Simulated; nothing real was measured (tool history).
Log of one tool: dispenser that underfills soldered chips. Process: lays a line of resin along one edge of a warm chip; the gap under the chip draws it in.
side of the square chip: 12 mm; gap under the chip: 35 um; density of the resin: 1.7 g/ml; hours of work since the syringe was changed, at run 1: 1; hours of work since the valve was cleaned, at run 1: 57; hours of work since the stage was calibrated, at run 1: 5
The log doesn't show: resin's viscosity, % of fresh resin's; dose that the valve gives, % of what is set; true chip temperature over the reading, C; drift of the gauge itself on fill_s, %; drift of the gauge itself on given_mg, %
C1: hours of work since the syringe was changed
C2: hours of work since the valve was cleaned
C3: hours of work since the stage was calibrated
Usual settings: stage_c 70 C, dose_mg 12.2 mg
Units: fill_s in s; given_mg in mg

run 1 hour=0 | stage_c=70 dose_mg=12.2 | C1=1 C2=57 C3=5 | fill_s=211.8 given_mg=11.5
run 2 hour=7.4 | stage_c=70 dose_mg=12.2 | C1=6 C2=62 C3=9 | fill_s=261 given_mg=11.53
-- hour=8.5 new syringe of resin
-- hour=19.7 new syringe of resin
run 3 hour=22.4 | stage_c=70 dose_mg=12.2 | C1=2 C2=71 C3=18 | fill_s=215.1 given_mg=11.37
-- hour=31 new syringe of resin
run 4 hour=33.4 | stage_c=70 dose_mg=12.2 | C1=2 C2=77 C3=25 | fill_s=210.5 given_mg=11.35
-- hour=42.2 new syringe of resin
run 5 hour=45.4 | stage_c=70 dose_mg=12.2 | C1=2 C2=85 C3=32 | fill_s=215.2 given_mg=11.27
-- hour=53.2 new syringe of resin
run 6 hour=59.3 | stage_c=70 dose_mg=13.8 | C1=4 C2=93 C3=41 | fill_s=229.1 given_mg=12.59
-- hour=64.3 new syringe of resin
run 7 hour=72.7 | stage_c=70 dose_mg=13.8 | C1=5 C2=101 C3=49 | fill_s=242.7 given_mg=12.57
-- hour=75.4 new syringe of resin
run 8 hour=85 | stage_c=70 dose_mg=13.8 | C1=6 C2=109 C3=57 | fill_s=242.9 given_mg=12.31
-- hour=86.8 new syringe of resin
run 9 hour=95.9 | stage_c=71 dose_mg=14.2 | C1=6 C2=116 C3=63 | fill_s=232.5 given_mg=12.75
-- hour=98.9 new syringe of resin
run 10 hour=104.6 | stage_c=71 dose_mg=14.2 | C1=4 C2=121 C3=69 | fill_s=217.2 given_mg=12.67
-- hour=108.7 dispensing valve cleaned and set on the balance
-- hour=111.3 new syringe of resin
-- hour=122 new syringe of resin
run 11 hour=122 | stage_c=78 dose_mg=11 | C1=0 C2=8 C3=79 | fill_s=150.5 given_mg=10.92

Run 12 comes next. What will it give?
-- hour=132.8 new syringe of resin
run 12 hour=136.9 | stage_c=59 dose_mg=14.1 | C1=3 C2=17 C3=88 | fill_s=? given_mg=?

{"run 12": {"fill_s": 330.9, "given_mg": 13.91}}
Without the tool's hidden state the same run would have given fill_s 296.2 s, given_mg 14.14 mg.
